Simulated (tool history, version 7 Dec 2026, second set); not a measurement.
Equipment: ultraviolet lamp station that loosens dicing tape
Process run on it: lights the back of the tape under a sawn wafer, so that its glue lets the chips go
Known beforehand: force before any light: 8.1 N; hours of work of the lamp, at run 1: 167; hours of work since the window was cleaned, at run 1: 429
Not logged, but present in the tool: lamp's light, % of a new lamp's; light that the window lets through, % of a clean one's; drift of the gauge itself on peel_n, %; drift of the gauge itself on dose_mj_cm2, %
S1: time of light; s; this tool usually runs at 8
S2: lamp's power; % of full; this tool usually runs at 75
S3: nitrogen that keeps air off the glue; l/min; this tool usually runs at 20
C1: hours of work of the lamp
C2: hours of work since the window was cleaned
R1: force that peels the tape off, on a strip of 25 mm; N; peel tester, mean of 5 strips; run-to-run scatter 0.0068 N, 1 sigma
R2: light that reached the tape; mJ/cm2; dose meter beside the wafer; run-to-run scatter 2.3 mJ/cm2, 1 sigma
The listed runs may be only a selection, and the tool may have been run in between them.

Run 1, day 0: usual settings; C1 167; C2 429. Result: R1 0.235 N, R2 243 mJ/cm2.
Run 2, day 0.504: usual settings; C1 173; C2 435. Result: R1 0.224 N, R2 242 mJ/cm2.
Run 3, day 1.246: usual settings; C1 181; C2 443. Result: R1 0.251 N, R2 244 mJ/cm2.
Run 4, day 1.667: usual settings but S3 8 l/min; C1 186; C2 448. Result: R1 0.383 N, R2 241 mJ/cm2.
Run 5, day 2.271: usual settings; C1 193; C2 455. Result: R1 0.225 N, R2 244 mJ/cm2.
Run 6, day 3.046: usual settings but S2 86 % of full; C1 202; C2 464. Result: R1 0.183 N, R2 281 mJ/cm2.
At day 3.662: window cleaned of glue's vapour.
Run 7, day 3.7: usual settings but S2 86 % of full; C1 210; C2 0. Result: R1 0.179 N, R2 282 mJ/cm2.
Run 8, day 4.029: usual settings but S2 86 % of full; C1 214; C2 4. Result: R1 0.191 N, R2 279 mJ/cm2.
Run 9, day 4.808: usual settings but S3 10 l/min; C1 223; C2 13. Result: R1 0.331 N, R2 242 mJ/cm2.
Run 10, day 5.342: usual settings but S3 10 l/min; C1 229; C2 20. Result: R1 0.327 N, R2 244 mJ/cm2.
Run 11, day 5.988: usual settings but S3 10 l/min; C1 237; C2 27. Result: R1 0.331 N, R2 243 mJ/cm2.
Run 12, day 6.417: usual settings; C1 242; C2 32. Result: R1 0.234 N, R2 241 mJ/cm2.
Run 13, day 7.162: usual settings but S2 72 % of full; C1 250; C2 41. Result: R1 0.255 N, R2 233 mJ/cm2.
Run 14, day 7.904: usual settings but S1 5 s, S2 72 % of full; C1 259; C2 50. Result: R1 0.699 N, R2 147 mJ/cm2.
Run 15, day 8.388: usual settings but S1 6 s, S2 72 % of full; C1 265; C2 55. Result: R1 0.454 N, R2 174 mJ/cm2.
Run 16, day 9.058: usual settings but S1 6 s, S2 72 % of full; C1 273; C2 63. Result: R1 0.454 N, R2 176 mJ/cm2.
Run 17, day 9.75: usual settings; C1 281; C2 71. Result: R1 0.226 N, R2 242 mJ/cm2.
Run 18, day 10.196: usual settings but S1 6 s, S2 85 % of full, S3 11 l/min; C1 286; C2 77. Result: R1 0.452 N, R2 208 mJ/cm2.
Run 19, day 10.712: usual settings but S1 6 s, S2 66 % of full, S3 25 l/min; C1 292; C2 83. Result: R1 0.491 N, R2 161 mJ/cm2.
Run 20, day 11.167: usual settings but S1 6 s, S2 66 % of full, S3 25 l/min; C1 297; C2 88. Result: R1 0.481 N, R2 159 mJ/cm2.
Run 21, day 11.942: usual settings but S1 12 s, S2 79 % of full, S3 21 l/min; C1 306; C2 97. Result: R1 0.14 N, R2 382 mJ/cm2.
Run 22, day 12.646: usual settings but S1 6 s, S2 98 % of full, S3 21 l/min; C1 315; C2 105. Result: R1 0.235 N, R2 240 mJ/cm2.
Run 23, day 13.358: usual settings but S1 7 s, S2 98 % of full, S3 8 l/min; C1 323; C2 114. Result: R1 0.3 N, R2 276 mJ/cm2.
Run 24, day 13.821: usual settings but S1 7 s, S2 98 % of full, S3 8 l/min; C1 329; C2 119. Result: R1 0.286 N, R2 276 mJ/cm2.
Run 25, day 14.604: usual settings but S1 4 s, S2 87 % of full, S3 12 l/min; C1 338; C2 128. Result: R1 0.996 N, R2 140 mJ/cm2.
Run 26, day 15.308: usual settings but S1 4 s, S2 87 % of full, S3 12 l/min; C1 346; C2 137. Result: R1 0.962 N, R2 140 mJ/cm2.
Run 27, day 15.688: usual settings but S1 7 s, S2 63 % of full, S3 13 l/min; C1 350; C2 141. Result: R1 0.575 N, R2 179 mJ/cm2.
Run 28, day 16.471: usual settings but S1 12 s, S2 72 % of full, S3 11 l/min; C1 360; C2 150. Result: R1 0.175 N, R2 350 mJ/cm2.
Run 29, day 16.862: usual settings but S1 6 s, S3 34 l/min; C1 364; C2 155. Result: R1 0.317 N, R2 184 mJ/cm2.
Run 30, day 17.471: usual settings but S1 6 s, S3 34 l/min; C1 371; C2 162. Result: R1 0.318 N, R2 182 mJ/cm2.
Run 31, day 18.167: usual settings but S1 4 s, S2 90 % of full, S3 34 l/min; C1 380; C2 170. Result: R1 0.566 N, R2 145 mJ/cm2.
Run 32, day 18.583: usual settings but S1 4 s, S2 81 % of full, S3 26 l/min; C1 384; C2 175. Result: R1 0.782 N, R2 130 mJ/cm2.

Run 33 comes next. What will it give?
Run 33, day 19.058: usual settings but S1 4 s, S2 81 % of full, S3 26 l/min; C1 390; C2 181. Result: R1 ?, R2 ?.

R1: 0.774 N
R2: 130 mJ/cm2
With no hidden state in the tool, this same run would have given R1 0.772 N, R2 130 mJ/cm2.
